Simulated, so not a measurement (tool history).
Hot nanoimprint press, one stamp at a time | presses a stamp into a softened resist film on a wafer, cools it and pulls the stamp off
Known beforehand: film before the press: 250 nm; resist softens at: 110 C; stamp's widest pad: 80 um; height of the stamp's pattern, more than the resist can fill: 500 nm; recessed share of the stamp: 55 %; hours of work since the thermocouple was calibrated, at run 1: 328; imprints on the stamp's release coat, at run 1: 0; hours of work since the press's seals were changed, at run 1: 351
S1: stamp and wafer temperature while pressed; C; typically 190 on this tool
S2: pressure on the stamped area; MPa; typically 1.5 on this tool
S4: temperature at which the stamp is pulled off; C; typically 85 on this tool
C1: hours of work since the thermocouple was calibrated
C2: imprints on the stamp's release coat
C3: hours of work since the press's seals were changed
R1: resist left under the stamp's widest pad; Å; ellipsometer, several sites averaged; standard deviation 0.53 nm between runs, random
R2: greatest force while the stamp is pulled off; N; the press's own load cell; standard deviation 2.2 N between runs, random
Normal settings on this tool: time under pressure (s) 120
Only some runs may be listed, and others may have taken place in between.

{"run": 1, "hour": 0.0, "S1": 190, "S2": 1.5, "time under pressure (s)": 120, "S4": 85, "C1": 328, "C2": 0, "C3": 351, "R1": 1351, "R2": 150}
{"run": 2, "hour": 72.4, "S1": 190, "S2": 1.5, "time under pressure (s)": 120, "S4": 85, "C1": 372, "C2": 265, "C3": 395, "R1": 1355, "R2": 165}
{"run": 3, "hour": 146.9, "S1": 190, "S2": 1.5, "time under pressure (s)": 120, "S4": 85, "C1": 418, "C2": 538, "C3": 442, "R1": 1341, "R2": 177}
{"hour": 157.5, "done": "stamp cleaned and given a new release coat"}
{"run": 4, "hour": 200.0, "S1": 190, "S2": 1.5, "time under pressure (s)": 120, "S4": 85, "C1": 448, "C2": 156, "C3": 471, "R1": 1340, "R2": 155}
{"run": 5, "hour": 283.3, "S1": 190, "S2": 1.5, "time under pressure (s)": 120, "S4": 85, "C1": 499, "C2": 461, "C3": 522, "R1": 1343, "R2": 167}
{"hour": 315.7, "done": "stamp cleaned and given a new release coat"}
{"hour": 323.7, "done": "press's hydraulic seals changed and the load cell set to zero"}
{"run": 6, "hour": 377.0, "S1": 190, "S2": 1.5, "time under pressure (s)": 120, "S4": 85, "C1": 548, "C2": 196, "C3": 33, "R1": 1315, "R2": 159}
{"hour": 406.1, "done": "plate thermocouple calibrated"}
{"run": 7, "hour": 434.2, "S1": 190, "S2": 1.5, "time under pressure (s)": 120, "S4": 85, "C1": 17, "C2": 394, "C3": 66, "R1": 1390, "R2": 166}
{"hour": 484.2, "done": "stamp cleaned and given a new release coat"}
{"run": 8, "hour": 523.3, "S1": 190, "S2": 1.5, "time under pressure (s)": 120, "S4": 81, "C1": 69, "C2": 143, "C3": 118, "R1": 1377, "R2": 160}
{"run": 9, "hour": 560.7, "S1": 190, "S2": 1.5, "time under pressure (s)": 120, "S4": 81, "C1": 92, "C2": 280, "C3": 141, "R1": 1378, "R2": 167}
{"run": 10, "hour": 619.7, "S1": 190, "S2": 1.5, "time under pressure (s)": 120, "S4": 81, "C1": 128, "C2": 496, "C3": 178, "R1": 1369, "R2": 180}
{"hour": 643.2, "done": "stamp cleaned and given a new release coat"}
{"run": 11, "hour": 682.3, "S1": 190, "S2": 1.5, "time under pressure (s)": 120, "S4": 81, "C1": 163, "C2": 143, "C3": 213, "R1": 1363, "R2": 163}
{"run": 12, "hour": 741.9, "S1": 188, "S2": 1.5, "time under pressure (s)": 120, "S4": 85, "C1": 200, "C2": 361, "C3": 249, "R1": 1456, "R2": 164}
{"hour": 800.9, "done": "stamp cleaned and given a new release coat"}
{"run": 13, "hour": 806.4, "S1": 190, "S2": 1.5, "time under pressure (s)": 120, "S4": 85, "C1": 237, "C2": 20, "C3": 286, "R1": 1366, "R2": 153}
{"run": 14, "hour": 873.6, "S1": 190, "S2": 1.5, "time under pressure (s)": 120, "S4": 85, "C1": 278, "C2": 266, "C3": 327, "R1": 1358, "R2": 163}
{"run": 15, "hour": 908.1, "S1": 189, "S2": 1.11, "time under pressure (s)": 120, "S4": 85, "C1": 299, "C2": 393, "C3": 349, "R1": 1531, "R2": 165}
{"hour": 962.8, "done": "stamp cleaned and given a new release coat"}
{"run": 16, "hour": 976.2, "S1": 190, "S2": 2.15, "time under pressure (s)": 120, "S4": 87, "C1": 338, "C2": 49, "C3": 387, "R1": 1186, "R2": 151}
{"run": 17, "hour": 1044.2, "S1": 197, "S2": 1.42, "time under pressure (s)": 172, "S4": 76, "C1": 380, "C2": 299, "C3": 429, "R1": 945, "R2": 178}
{"hour": 1122.8, "done": "stamp cleaned and given a new release coat"}
{"run": 18, "hour": 1124.4, "S1": 187, "S2": 1.5, "time under pressure (s)": 120, "S4": 75, "C1": 426, "C2": 6, "C3": 475, "R1": 1473, "R2": 167}
{"run": 19, "hour": 1178.8, "S1": 187, "S2": 1.5, "time under pressure (s)": 120, "S4": 75, "C1": 460, "C2": 205, "C3": 509, "R1": 1470, "R2": 171}
{"run": 20, "hour": 1213.7, "S1": 179, "S2": 1.43, "time under pressure (s)": 176, "S4": 87, "C1": 481, "C2": 333, "C3": 530, "R1": 1686, "R2": 159}
{"hour": 1236.3, "done": "press's hydraulic seals changed and the load cell set to zero"}
{"run": 21, "hour": 1260.2, "S1": 186, "S2": 1.43, "time under pressure (s)": 234, "S4": 87, "C1": 505, "C2": 474, "C3": 15, "R1": 1205, "R2": 170}
{"hour": 1288.7, "done": "stamp cleaned and given a new release coat"}
{"run": 22, "hour": 1309.4, "S1": 186, "S2": 1.43, "time under pressure (s)": 234, "S4": 87, "C1": 532, "C2": 76, "C3": 42, "R1": 1199, "R2": 147}
{"run": 23, "hour": 1356.1, "S1": 186, "S2": 1.43, "time under pressure (s)": 234, "S4": 87, "C1": 561, "C2": 247, "C3": 70, "R1": 1188, "R2": 155}
{"hour": 1365.6, "done": "plate thermocouple calibrated"}
{"run": 24, "hour": 1430.8, "S1": 186, "S2": 1.43, "time under pressure (s)": 234, "S4": 87, "C1": 40, "C2": 510, "C3": 115, "R1": 1278, "R2": 171}
{"hour": 1450.1, "done": "stamp cleaned and given a new release coat"}
{"run": 25, "hour": 1476.9, "S1": 186, "S2": 1.43, "time under pressure (s)": 234, "S4": 87, "C1": 65, "C2": 98, "C3": 140, "R1": 1272, "R2": 153}
{"run": 26, "hour": 1512.6, "S1": 186, "S2": 1.43, "time under pressure (s)": 234, "S4": 87, "C1": 87, "C2": 229, "C3": 162, "R1": 1282, "R2": 157}
{"run": 27, "hour": 1575.2, "S1": 190, "S2": 2.23, "time under pressure (s)": 120, "S4": 76, "C1": 126, "C2": 458, "C3": 200, "R1": 1188, "R2": 189}
{"hour": 1608.8, "done": "stamp cleaned and given a new release coat"}
{"run": 28, "hour": 1637.1, "S1": 193, "S2": 2.38, "time under pressure (s)": 67, "S4": 84, "C1": 161, "C2": 104, "C3": 235, "R1": 1312, "R2": 159}

Below, some changes in R1 between adjacent runs. For each, the amount present without the hidden state too (settings, incoming material, random variation) and the amount remaining for the hidden state with gauge scatter not shared by both compared results:
What the log doesn't record here: true temperature over the reading, C; pressure that arrives at the usual setting, %; grip of the stamp's worn release coat, % over a new coat's; drift of the gauge itself on residual_nm, %; drift of the gauge itself on pull_off_n, %.
Run 6 -> 7: plate thermocouple calibrated. R1 +75 Å: hidden state +64, all else +11.
Run 17 -> 18: S1 197 -> 187, S2 1.42 -> 1.5, time under pressure (s) 172 -> 120, S4 76 -> 75, stamp cleaned and given a new release coat. R1 +528 Å: hidden state -17, all else +545.
Run 20 -> 21: S1 179 -> 186, time under pressure (s) 176 -> 234, press's hydraulic seals changed and the load cell set to zero. R1 -481 Å: hidden state -9, all else -472.
Run 23 -> 24: plate thermocouple calibrated. R1 +90 Å: hidden state +82, all else +8.

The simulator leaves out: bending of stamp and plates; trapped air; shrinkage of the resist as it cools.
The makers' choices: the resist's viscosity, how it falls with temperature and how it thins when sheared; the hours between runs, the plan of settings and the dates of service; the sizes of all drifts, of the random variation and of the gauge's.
